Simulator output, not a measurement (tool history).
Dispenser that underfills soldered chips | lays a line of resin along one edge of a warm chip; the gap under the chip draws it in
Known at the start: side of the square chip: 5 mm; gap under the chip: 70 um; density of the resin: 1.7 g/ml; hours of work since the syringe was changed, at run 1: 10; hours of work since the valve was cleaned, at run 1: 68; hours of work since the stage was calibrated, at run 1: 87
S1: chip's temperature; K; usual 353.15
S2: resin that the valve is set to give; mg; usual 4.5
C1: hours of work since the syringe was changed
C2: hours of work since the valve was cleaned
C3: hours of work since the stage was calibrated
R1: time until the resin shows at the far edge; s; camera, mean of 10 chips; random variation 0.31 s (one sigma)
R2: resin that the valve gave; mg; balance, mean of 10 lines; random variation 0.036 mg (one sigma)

run 1 hour=0 | S1=353.15 S2=4.5 | C1=10 C2=68 C3=87 | R1=17.1 R2=4.34
-- hour=3.4 new syringe of resin
run 2 hour=10.3 | S1=353.15 S2=4.5 | C1=4 C2=74 C3=93 | R1=11.2 R2=4.39
run 3 hour=19.4 | S1=353.15 S2=4.5 | C1=10 C2=79 C3=98 | R1=17.7 R2=4.33
-- hour=22.5 new syringe of resin
run 4 hour=32.3 | S1=353.15 S2=4.66 | C1=6 C2=87 C3=106 | R1=12.2 R2=4.48
-- hour=35.7 dispensing valve cleaned and set on the balance
-- hour=42.5 new syringe of resin
run 5 hour=45.3 | S1=357.15 S2=4.66 | C1=2 C2=6 C3=113 | R1=7.2 R2=4.66
run 6 hour=56.6 | S1=357.15 S2=5.52 | C1=9 C2=13 C3=120 | R1=12.7 R2=5.4
-- hour=60.9 new syringe of resin
run 7 hour=68.9 | S1=357.15 S2=5.52 | C1=5 C2=20 C3=127 | R1=9.1 R2=5.46
run 8 hour=77.6 | S1=357.15 S2=5.52 | C1=10 C2=25 C3=133 | R1=14.5 R2=5.4
-- hour=80.1 new syringe of resin
run 9 hour=85.1 | S1=357.15 S2=5.52 | C1=3 C2=30 C3=137 | R1=7.9 R2=5.47
run 10 hour=92.7 | S1=354.15 S2=5.42 | C1=8 C2=34 C3=142 | R1=13.7 R2=5.29

Some steps in R1 between neighbouring runs. How much of each would the tool show without its hidden state too (settings, what came in, random variation), and how much is left for the hidden state, with any gauge scatter that isn't in both results?
The hidden state here: resin's viscosity, % of fresh resin's; dose that the valve gives, % of what is set; true chip temperature over the reading, C; drift of the gauge itself on fill_s, %; drift of the gauge itself on given_mg, %.
Run 2 -> 3: no setting changed, nothing entered. R1 +6.5 s: hidden state +6.7, all else -0.2.
Run 8 -> 9: new syringe of resin. R1 -6.6 s: hidden state -6.7, all else +0.1.
